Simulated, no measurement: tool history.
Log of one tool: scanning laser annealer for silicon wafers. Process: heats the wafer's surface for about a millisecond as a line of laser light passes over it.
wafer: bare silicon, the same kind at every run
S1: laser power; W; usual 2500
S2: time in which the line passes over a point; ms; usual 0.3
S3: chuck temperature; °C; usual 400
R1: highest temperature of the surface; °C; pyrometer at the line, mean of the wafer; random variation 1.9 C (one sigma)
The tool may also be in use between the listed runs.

run	hour	S1	S2	S3	R1
1	0	2500	0.3	400	1158
2	17.4	2500	0.3	400	1158
3	35.2	2500	0.3	400	1158
4	64.1	2486	0.3	400	1150
5	78.9	2486	0.3	400	1150
6	96.1	2500	0.3	400	1155
# hour 113.9: window over the wafer cleaned
7	114.8	2500	0.3	400	1201
8	149.4	2500	0.3	400	1192
9	167.7	2500	0.3	400	1189
10	188.7	2500	0.3	400	1191
11	216.7	2500	0.3	400	1191
12	252.7	2500	0.3	400	1187
13	269.6	2500	0.3	361	1147
14	293.2	2500	0.3	400	1188
15	308.2	2500	0.3	400	1187
16	324.7	2500	0.3	400	1183
17	357.2	2500	0.272	400	1137
18	374.2	2500	0.272	400	1138
19	393	2500	0.272	400	1139
20	414.9	2500	0.272	400	1134
21	438.5	2500	0.272	400	1135
22	457.7	2171	0.3	400	1048
23	472.9	2171	0.3	400	1052
24	496.3	2171	0.3	400	1050
25	521.5	2500	0.276	400	1134
26	541.3	2667	0.276	413	1207
27	573.7	2258	0.229	413	991
28	589.5	2258	0.229	413	992
29	625.5	2314	0.242	369	982
30	652.9	2314	0.341	369	1116
31	676.4	2663	0.341	369	1259
32	710	2663	0.341	369	1255
33	741	2486	0.341	392	1206
34	770.1	2486	0.341	392	1203
35	794.5	2429	0.269	392	1077
36	811	2429	0.269	392	1074
37	828.4	2429	0.269	392	1074
# hour 855.1: window over the wafer cleaned
38	865.7	2515	0.246	435	1147
39	894.7	2722	0.283	402	1248
40	918.2	2698	0.364	370	1342
41	950.4	2698	0.364	370	1338
42	965.3	2394	0.347	367	1175

Measured less the same run without the tool's hidden state. The same run-to-run variation is in both; the gauge's scatter may not be:
The hidden state here: light that passes the window, % of a clean one's; laser's true power over the reading, %; width of the line over the set one, %; drift of the gauge itself on peak_c, C.
run	R1
1	-48
2	-50
3	-51
4	-52
5	-53
6	-54
7	-11
8	-13
9	-15
10	-16
11	-18
12	-20
13	-21
14	-23
15	-23
16	-25
17	-25
18	-26
19	-27
20	-28
21	-29
22	-27
23	-28
24	-29
25	-35
26	-39
27	-30
28	-30
29	-34
30	-44
31	-54
32	-57
33	-54
34	-56
35	-48
36	-49
37	-50
38	-15
39	-20
40	-25
41	-28
42	-24
